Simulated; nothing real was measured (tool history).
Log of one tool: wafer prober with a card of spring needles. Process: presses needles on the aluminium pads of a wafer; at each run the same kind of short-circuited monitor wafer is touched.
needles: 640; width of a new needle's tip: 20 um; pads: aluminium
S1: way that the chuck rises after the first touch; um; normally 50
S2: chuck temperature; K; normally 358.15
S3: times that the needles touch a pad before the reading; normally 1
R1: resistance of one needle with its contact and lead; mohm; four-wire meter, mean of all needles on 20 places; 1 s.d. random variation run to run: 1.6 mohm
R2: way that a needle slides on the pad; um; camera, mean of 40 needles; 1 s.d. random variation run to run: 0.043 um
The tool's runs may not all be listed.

run	hour	S1	S2	S3	R1	R2
1	0.0	50	358.15	1	503	9.51
2	39.6	50	298.15	1	230	10.16
3	86.6	50	372.15	1	455	9.93
4	137.1	50	372.15	1	322	9.79
5	198.2	50	358.15	1	406	9.55
6	258.8	50	358.15	1	476	10.13
7	300.7	50	358.15	1	185	9.85
8	340.4	50	358.15	1	348	9.80
9	373.4	50	358.15	1	369	9.67
10	438.3	50	358.15	1	217	10.19
11	496.6	50	358.15	1	263	9.90
12	526.4	50	358.15	1	450	9.84
13	552.7	50	358.15	1	449	9.71
14	617.3	33	325.15	2	938	6.01
15	654.4	33	325.15	2	585	6.62
16	710.6	33	325.15	2	470	6.73
17	742.4	50	397.15	1	357	10.08
18	798.2	50	397.15	1	179	9.84

The log once held 150 entries between its listed runs, left out of this copy. Where does each go, and what is different about the tool's unlogged condition between the listed run before it and the listed run after it?
Run 1 -> run 2: tips cleaned on abrasive film (hour 1.3); tips cleaned on abrasive film (hour 6.1); tips cleaned on abrasive film (hour 11.0); tips cleaned on abrasive film (hour 17.0); height of the first contact set anew (hour 20.8); tips cleaned on abrasive film (hour 23.3); tips cleaned on abrasive film (hour 28.1); tips cleaned on abrasive film (hour 34.2); tips cleaned on abrasive film (hour 39.0)
  debris on the tips, nm: 53.6 -> 12.7; way that the needles fall short of the set height, um: 3.55 -> 0.43; tips' diameter, um: 23.92 -> 24.22
  what was measured, less what the result would be without the hidden state, R1: +352 -> +89 mohm; R2: -0.72 -> -0.09 um
Run 2 -> run 3: tips cleaned on abrasive film (hour 44.4); tips cleaned on abrasive film (hour 50.4); tips cleaned on abrasive film (hour 55.3); tips cleaned on abrasive film (hour 61.3); tips cleaned on abrasive film (hour 67.3); tips cleaned on abrasive film (hour 72.1); tips cleaned on abrasive film (hour 78.2); tips cleaned on abrasive film (hour 83.0)
  debris on the tips, nm: 12.7 -> 48.3; way that the needles fall short of the set height, um: 0.43 -> 1.31; tips' diameter, um: 24.22 -> 24.53
  what was measured, less what the result would be without the hidden state, R1: +89 -> +299 mohm; R2: -0.09 -> -0.27 um
Run 3 -> run 4: tips cleaned on abrasive film (hour 87.8); tips cleaned on abrasive film (hour 92.7); tips cleaned on abrasive film (hour 98.7); tips cleaned on abrasive film (hour 103.5); tips cleaned on abrasive film (hour 108.4); tips cleaned on abrasive film (hour 114.4); tips cleaned on abrasive film (hour 119.2); tips cleaned on abrasive film (hour 124.1); tips cleaned on abrasive film (hour 130.1); tips cleaned on abrasive film (hour 136.1)
  debris on the tips, nm: 48.3 -> 24.2; way that the needles fall short of the set height, um: 1.31 -> 2.42; tips' diameter, um: 24.53 -> 24.92
  what was measured, less what the result would be without the hidden state, R1: +299 -> +167 mohm; R2: -0.27 -> -0.49 um
Run 4 -> run 5: tips cleaned on abrasive film (hour 142.0); tips cleaned on abrasive film (hour 146.8); tips cleaned on abrasive film (hour 151.6); tips cleaned on abrasive film (hour 157.6); tips cleaned on abrasive film (hour 163.7); tips cleaned on abrasive film (hour 168.5); tips cleaned on abrasive film (hour 174.5); tips cleaned on abrasive film (hour 180.6); tips cleaned on abrasive film (hour 185.4); tips cleaned on abrasive film (hour 190.2); tips cleaned on abrasive film (hour 196.2)
  debris on the tips, nm: 24.2 -> 34.3; way that the needles fall short of the set height, um: 2.42 -> 3.59; tips' diameter, um: 24.92 -> 25.33
  what was measured, less what the result would be without the hidden state, R1: +167 -> +256 mohm; R2: -0.49 -> -0.74 um
Run 5 -> run 6: tips cleaned on abrasive film (hour 201.9); tips cleaned on abrasive film (hour 206.7); tips cleaned on abrasive film (hour 211.5); tips cleaned on abrasive film (hour 217.6); height of the first contact set anew (hour 222.6); tips cleaned on abrasive film (hour 223.9); tips cleaned on abrasive film (hour 228.7); tips cleaned on abrasive film (hour 234.7); tips cleaned on abrasive film (hour 239.6); tips cleaned on abrasive film (hour 245.6); tips cleaned on abrasive film (hour 250.4); tips cleaned on abrasive film (hour 255.3)
  debris on the tips, nm: 34.3 -> 47.6; way that the needles fall short of the set height, um: 3.59 -> 0.86; tips' diameter, um: 25.33 -> 25.77
  what was measured, less what the result would be without the hidden state, R1: +256 -> +325 mohm; R2: -0.74 -> -0.18 um
Run 6 -> run 7: tips cleaned on abrasive film (hour 261.3); tips cleaned on abrasive film (hour 267.3); tips cleaned on abrasive film (hour 273.3); tips cleaned on abrasive film (hour 279.3); tips cleaned on abrasive film (hour 284.2); tips cleaned on abrasive film (hour 290.2); tips cleaned on abrasive film (hour 295.0); tips cleaned on abrasive film (hour 300.7)
  debris on the tips, nm: 47.6 -> 2.6; way that the needles fall short of the set height, um: 0.86 -> 1.87; tips' diameter, um: 25.77 -> 26.13
  what was measured, less what the result would be without the hidden state, R1: +325 -> +33 mohm; R2: -0.18 -> -0.38 um
Run 7 -> run 8: tips cleaned on abrasive film (hour 306.7); tips cleaned on abrasive film (hour 311.6); tips cleaned on abrasive film (hour 317.6); tips cleaned on abrasive film (hour 323.6); tips cleaned on abrasive film (hour 328.5); tips cleaned on abrasive film (hour 334.5); tips cleaned on abrasive film (hour 339.3)
  debris on the tips, nm: 2.6 -> 23.8; way that the needles fall short of the set height, um: 1.87 -> 2.6; tips' diameter, um: 26.13 -> 26.38
  what was measured, less what the result would be without the hidden state, R1: +33 -> +194 mohm; R2: -0.38 -> -0.53 um
Run 8 -> run 9: tips cleaned on abrasive film (hour 345.2); tips cleaned on abrasive film (hour 351.3); tips cleaned on abrasive film (hour 356.1); tips cleaned on abrasive film (hour 362.1); tips cleaned on abrasive film (hour 367.0); tips cleaned on abrasive film (hour 371.8)
  debris on the tips, nm: 23.8 -> 26.6; way that the needles fall short of the set height, um: 2.6 -> 3.28; tips' diameter, um: 26.38 -> 26.62
  what was measured, less what the result would be without the hidden state, R1: +194 -> +219 mohm; R2: -0.53 -> -0.67 um
Run 9 -> run 10: tips cleaned on abrasive film (hour 377.0); tips cleaned on abrasive film (hour 383.1); tips cleaned on abrasive film (hour 389.1); tips cleaned on abrasive film (hour 393.9); tips cleaned on abrasive film (hour 399.9); tips cleaned on abrasive film (hour 406.0); tips cleaned on abrasive film (hour 412.0); tips cleaned on abrasive film (hour 416.8); tips cleaned on abrasive film (hour 421.7); height of the first contact set anew (hour 424.3); tips cleaned on abrasive film (hour 428.0); tips cleaned on abrasive film (hour 432.8); tips cleaned on abrasive film (hour 438.3)
  debris on the tips, nm: 26.6 -> 6.9; way that the needles fall short of the set height, um: 3.28 -> 0.33; tips' diameter, um: 26.62 -> 27.1
  what was measured, less what the result would be without the hidden state, R1: +219 -> +64 mohm; R2: -0.67 -> -0.07 um
Run 10 -> run 11: tips cleaned on abrasive film (hour 444.3); tips cleaned on abrasive film (hour 450.3); tips cleaned on abrasive film (hour 456.4); tips cleaned on abrasive film (hour 461.2); tips cleaned on abrasive film (hour 467.2); tips cleaned on abrasive film (hour 473.2); tips cleaned on abrasive film (hour 479.3); tips cleaned on abrasive film (hour 484.1); tips cleaned on abrasive film (hour 490.1); tips cleaned on abrasive film (hour 496.1)
  debris on the tips, nm: 6.9 -> 11.8; way that the needles fall short of the set height, um: 0.33 -> 1.4; tips' diameter, um: 27.1 -> 27.47
  what was measured, less what the result would be without the hidden state, R1: +64 -> +108 mohm; R2: -0.07 -> -0.29 um
Run 11 -> run 12: tips cleaned on abrasive film (hour 501.5); tips cleaned on abrasive film (hour 507.5); tips cleaned on abrasive film (hour 513.5); tips cleaned on abrasive film (hour 518.3); tips cleaned on abrasive film (hour 524.4)
  debris on the tips, nm: 11.8 -> 35.7; way that the needles fall short of the set height, um: 1.4 -> 1.97; tips' diameter, um: 27.47 -> 27.67
  what was measured, less what the result would be without the hidden state, R1: +108 -> +298 mohm; R2: -0.29 -> -0.41 um
Run 12 -> run 13: tips cleaned on abrasive film (hour 530.1); tips cleaned on abrasive film (hour 536.1); tips cleaned on abrasive film (hour 540.9); tips cleaned on abrasive film (hour 545.8); tips cleaned on abrasive film (hour 550.6)
  debris on the tips, nm: 35.7 -> 34.9; way that the needles fall short of the set height, um: 1.97 -> 2.53; tips' diameter, um: 27.67 -> 27.87
  what was measured, less what the result would be without the hidden state, R1: +298 -> +300 mohm; R2: -0.41 -> -0.52 um
Run 13 -> run 14: tips cleaned on abrasive film (hour 556.4); tips cleaned on abrasive film (hour 561.2); tips cleaned on abrasive film (hour 566.0); tips cleaned on abrasive film (hour 570.9); tips cleaned on abrasive film (hour 576.9); tips cleaned on abrasive film (hour 581.7); tips cleaned on abrasive film (hour 587.8); tips cleaned on abrasive film (hour 592.6); tips cleaned on abrasive film (hour 597.4); tips cleaned on abrasive film (hour 603.5); tips cleaned on abrasive film (hour 608.3); tips cleaned on abrasive film (hour 613.1)
  debris on the tips, nm: 34.9 -> 53.4; way that the needles fall short of the set height, um: 2.53 -> 3.74; tips' diameter, um: 27.87 -> 28.29
  what was measured, less what the result would be without the hidden state, R1: +300 -> +770 mohm; R2: -0.52 -> -0.77 um
Run 14 -> run 15: tips cleaned on abrasive film (hour 618.6); tips cleaned on abrasive film (hour 624.6); height of the first contact set anew (hour 626.1); tips cleaned on abrasive film (hour 629.7); tips cleaned on abrasive film (hour 634.6); tips cleaned on abrasive film (hour 640.6); tips cleaned on abrasive film (hour 646.6); tips cleaned on abrasive film (hour 652.6)
  debris on the tips, nm: 53.4 -> 34.2; way that the needles fall short of the set height, um: 3.74 -> 0.64; tips' diameter, um: 28.29 -> 28.59
  what was measured, less what the result would be without the hidden state, R1: +770 -> +420 mohm; R2: -0.77 -> -0.13 um
Run 15 -> run 16: tips cleaned on abrasive film (hour 658.1); tips cleaned on abrasive film (hour 662.9); tips cleaned on abrasive film (hour 669.0); tips cleaned on abrasive film (hour 673.8); tips cleaned on abrasive film (hour 678.6); tips cleaned on abrasive film (hour 684.7); tips cleaned on abrasive film (hour 689.5); card fitted with new needles (hour 701.5); tips cleaned on abrasive film (hour 706.3)
  debris on the tips, nm: 34.2 -> 54.6; way that the needles fall short of the set height, um: 0.64 -> 0.11; tips' diameter, um: 28.59 -> 20.04
  what was measured, less what the result would be without the hidden state, R1: +420 -> +307 mohm; R2: -0.13 -> -0.02 um
Run 16 -> run 17: tips cleaned on abrasive film (hour 711.8); tips cleaned on abrasive film (hour 716.7); tips cleaned on abrasive film (hour 722.7); tips cleaned on abrasive film (hour 727.5); tips cleaned on abrasive film (hour 732.4); tips cleaned on abrasive film (hour 738.4)
  debris on the tips, nm: 54.6 -> 50.5; way that the needles fall short of the set height, um: 0.11 -> 0.7; tips' diameter, um: 20.04 -> 20.24
  what was measured, less what the result would be without the hidden state, R1: +307 -> +198 mohm; R2: -0.02 -> -0.14 um
Run 17 -> run 18: tips cleaned on abrasive film (hour 743.7); tips cleaned on abrasive film (hour 748.5); tips cleaned on abrasive film (hour 754.5); tips cleaned on abrasive film (hour 759.4); tips cleaned on abrasive film (hour 765.4); tips cleaned on abrasive film (hour 771.4); tips cleaned on abrasive film (hour 777.4); tips cleaned on abrasive film (hour 782.3); tips cleaned on abrasive film (hour 787.1); tips cleaned on abrasive film (hour 793.1); tips cleaned on abrasive film (hour 798.2)
  debris on the tips, nm: 50.5 -> 3.9; way that the needles fall short of the set height, um: 0.7 -> 1.9; tips' diameter, um: 20.24 -> 20.66
  what was measured, less what the result would be without the hidden state, R1: +198 -> +20 mohm; R2: -0.14 -> -0.39 um
